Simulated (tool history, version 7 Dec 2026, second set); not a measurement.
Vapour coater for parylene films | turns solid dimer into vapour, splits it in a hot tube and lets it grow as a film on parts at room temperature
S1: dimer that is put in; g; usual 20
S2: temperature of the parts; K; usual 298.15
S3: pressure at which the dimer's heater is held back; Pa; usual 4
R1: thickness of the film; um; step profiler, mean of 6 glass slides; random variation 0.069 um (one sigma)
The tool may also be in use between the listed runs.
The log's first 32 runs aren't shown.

run   hour  S1      S2     S3     R1
     402.3  -- table's thermometer calibrated, once more
 33  405.8  22  302.15   4.83  10.98
 34  416.8  18  296.15   2.45  11.87
 35  425.3  14  296.15   3.76   8.35
 36  433.5  16  296.15   9.64   7.77
 37  447.9  16  296.15   9.64   7.83
 38  456.7  33  297.15   9.64  15.68
 39  474.5  33  308.15   2.23  17.55
 40  489.3  28  292.15  11.79  14.06
 41  498.1  15  292.15    5.6   8.77
 42  515.2  21  293.15   3.51  13.46
 43  529.8  18  298.15   7.86   8.74
 44  547.1  12  293.15   7.86   6.46
 45  557.5  29  297.15   7.86  14.36
 46  565.6  20  309.15   2.16  10.36
 47  576.8  20  309.15   2.16  10.44
 48  587.3  36  301.15   8.39  16.32

Forecast each of these 3 alternatives for the next run:
  A  605.1  23  308.15  3.71   ?
  B  605.1   8  296.15  8.39   ?
  C  605.1  21  298.15  2.11   ?

run     R1
  A  10.84
  B   3.96
  C  13.54
Without the tool's hidden state the same runs would have given:
run     R1
  A  11.37
  B   4.16
  C  14.21
